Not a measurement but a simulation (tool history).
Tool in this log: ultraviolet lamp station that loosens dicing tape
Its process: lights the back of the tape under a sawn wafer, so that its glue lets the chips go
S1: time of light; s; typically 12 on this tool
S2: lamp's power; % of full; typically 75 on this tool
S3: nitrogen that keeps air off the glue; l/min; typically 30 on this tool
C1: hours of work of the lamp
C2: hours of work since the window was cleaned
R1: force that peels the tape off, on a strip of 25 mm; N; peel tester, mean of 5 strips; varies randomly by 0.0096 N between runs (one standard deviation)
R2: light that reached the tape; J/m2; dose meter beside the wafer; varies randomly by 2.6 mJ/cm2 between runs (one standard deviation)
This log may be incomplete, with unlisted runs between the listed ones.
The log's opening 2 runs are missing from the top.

run 3 hour=63.6 | S1=12 S2=75 S3=30 | C1=770 C2=290 | R1=0.605 R2=2600
run 4 hour=91.2 | S1=12 S2=75 S3=30 | C1=792 C2=312 | R1=0.629 R2=2620
run 5 hour=130.3 | S1=12 S2=75 S3=30 | C1=823 C2=343 | R1=0.65 R2=2570
run 6 hour=168.1 | S1=12 S2=75 S3=30 | C1=853 C2=373 | R1=0.643 R2=2560
run 7 hour=200 | S1=12 S2=75 S3=30 | C1=878 C2=398 | R1=0.663 R2=2490
-- hour=204 window cleaned of glue's vapour
run 8 hour=240.5 | S1=12 S2=75 S3=30 | C1=910 C2=29 | R1=0.606 R2=2670
run 9 hour=279.4 | S1=12 S2=75 S3=30 | C1=940 C2=60 | R1=0.627 R2=2620
run 10 hour=304.3 | S1=12 S2=75 S3=30 | C1=960 C2=79 | R1=0.657 R2=2570
run 11 hour=336 | S1=12 S2=75 S3=30 | C1=985 C2=104 | R1=0.647 R2=2560
run 12 hour=360.6 | S1=12 S2=75 S3=30 | C1=1005 C2=124 | R1=0.657 R2=2560
run 13 hour=408.1 | S1=12 S2=75 S3=30 | C1=1042 C2=161 | R1=0.679 R2=2500
run 14 hour=447.8 | S1=12 S2=75 S3=30 | C1=1074 C2=193 | R1=0.699 R2=2470
run 15 hour=501.4 | S1=12 S2=75 S3=30 | C1=1116 C2=235 | R1=0.718 R2=2420
run 16 hour=555.8 | S1=12 S2=75 S3=30 | C1=1159 C2=278 | R1=0.763 R2=2390
run 17 hour=587.4 | S1=12 S2=75 S3=30 | C1=1184 C2=303 | R1=0.757 R2=2350
run 18 hour=637 | S1=12 S2=75 S3=30 | C1=1223 C2=342 | R1=0.779 R2=2310
run 19 hour=664.9 | S1=12 S2=83 S3=30 | C1=1245 C2=364 | R1=0.673 R2=2560
run 20 hour=700.2 | S1=12 S2=73 S3=45 | C1=1273 C2=392 | R1=0.72 R2=2180
-- hour=709.4 window cleaned of glue's vapour
run 21 hour=746 | S1=17 S2=75 S3=30 | C1=1309 C2=29 | R1=0.405 R2=3310

For run 22, what comes out?
run 22 hour=773 | S1=17 S2=75 S3=30 | C1=1330 C2=50 | R1=? R2=?

R1: 0.415 N
R2: 3320 J/m2
Without the tool's hidden state the same run would have given R1 0.218 N, R2 4690 J/m2.

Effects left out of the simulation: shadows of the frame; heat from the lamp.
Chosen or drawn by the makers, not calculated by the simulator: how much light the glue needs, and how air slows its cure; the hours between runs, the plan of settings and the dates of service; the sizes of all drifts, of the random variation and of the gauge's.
